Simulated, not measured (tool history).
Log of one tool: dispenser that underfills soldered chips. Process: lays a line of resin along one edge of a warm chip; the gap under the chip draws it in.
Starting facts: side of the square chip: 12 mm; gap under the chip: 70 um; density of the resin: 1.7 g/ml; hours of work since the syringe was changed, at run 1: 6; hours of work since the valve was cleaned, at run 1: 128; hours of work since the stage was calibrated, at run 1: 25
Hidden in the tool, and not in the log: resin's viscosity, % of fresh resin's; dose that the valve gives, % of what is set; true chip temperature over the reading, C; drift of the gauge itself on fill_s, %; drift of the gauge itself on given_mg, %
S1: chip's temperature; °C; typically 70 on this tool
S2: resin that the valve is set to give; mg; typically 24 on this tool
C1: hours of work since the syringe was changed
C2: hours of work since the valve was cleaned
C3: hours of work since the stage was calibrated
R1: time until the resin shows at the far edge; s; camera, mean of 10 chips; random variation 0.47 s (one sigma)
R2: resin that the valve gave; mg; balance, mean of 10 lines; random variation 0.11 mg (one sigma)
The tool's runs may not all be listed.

{"run": 1, "hour": 0.0, "S1": 70, "S2": 24, "C1": 6, "C2": 128, "C3": 25, "R1": 50.1, "R2": 21.13}
{"hour": 1.2, "done": "dispensing valve cleaned and set on the balance"}
{"run": 2, "hour": 5.8, "S1": 80, "S2": 24, "C1": 9, "C2": 3, "C3": 28, "R1": 35.6, "R2": 24.01}
{"run": 3, "hour": 8.9, "S1": 70, "S2": 24, "C1": 11, "C2": 5, "C3": 30, "R1": 60.9, "R2": 23.83}
{"hour": 10.4, "done": "new syringe of resin"}
{"run": 4, "hour": 13.3, "S1": 70, "S2": 24, "C1": 2, "C2": 8, "C3": 33, "R1": 41.4, "R2": 23.83}
{"run": 5, "hour": 17.2, "S1": 70, "S2": 24, "C1": 4, "C2": 10, "C3": 35, "R1": 44.9, "R2": 23.65}
{"run": 6, "hour": 20.4, "S1": 83, "S2": 24, "C1": 7, "C2": 12, "C3": 37, "R1": 28.4, "R2": 23.8}
{"run": 7, "hour": 22.9, "S1": 84, "S2": 24, "C1": 8, "C2": 14, "C3": 39, "R1": 29.3, "R2": 23.6}
{"run": 8, "hour": 27.8, "S1": 69, "S2": 24, "C1": 11, "C2": 17, "C3": 42, "R1": 65.8, "R2": 23.59}
{"hour": 28.5, "done": "new syringe of resin"}
{"run": 9, "hour": 32.9, "S1": 69, "S2": 24, "C1": 3, "C2": 21, "C3": 45, "R1": 43.7, "R2": 23.52}
{"run": 10, "hour": 36.5, "S1": 70, "S2": 29.6, "C1": 5, "C2": 23, "C3": 48, "R1": 46.1, "R2": 28.93}
{"run": 11, "hour": 38.7, "S1": 57, "S2": 22, "C1": 7, "C2": 24, "C3": 49, "R1": 97.7, "R2": 21.43}
{"run": 12, "hour": 42.8, "S1": 71, "S2": 30.8, "C1": 9, "C2": 27, "C3": 52, "R1": 52.8, "R2": 29.78}
{"run": 13, "hour": 44.9, "S1": 68, "S2": 20.7, "C1": 11, "C2": 28, "C3": 53, "R1": 71.5, "R2": 20.2}
{"hour": 46.6, "done": "new syringe of resin"}
{"run": 14, "hour": 48.5, "S1": 65, "S2": 21.9, "C1": 1, "C2": 31, "C3": 56, "R1": 50.7, "R2": 21.2}
{"run": 15, "hour": 51.1, "S1": 65, "S2": 21.3, "C1": 3, "C2": 32, "C3": 57, "R1": 55.5, "R2": 20.69}

Each row is a separate what-if for the run after 15, all from the same tool condition, not one after another. Results?
{"run": "A", "hour": 55.9, "S1": 65, "S2": 20.7, "C1": 6, "C2": 36, "C3": 60, "R1": "?", "R2": "?"}
{"run": "B", "hour": 55.9, "S1": 73, "S2": 21.1, "C1": 6, "C2": 36, "C3": 60, "R1": "?", "R2": "?"}
{"run": "C", "hour": 55.9, "S1": 68, "S2": 29.5, "C1": 6, "C2": 36, "C3": 60, "R1": "?", "R2": "?"}

run=A R1=66.5 R2=20.03
run=B R1=45.8 R2=20.38
run=C R1=52.5 R2=28.46
The same runs, with their run-to-run variation unchanged, on a tool lacking any hidden condition would have given:
run=A R1=49.1 R2=20.72
run=B R1=33.9 R2=21.08
run=C R1=39.3 R2=29.44
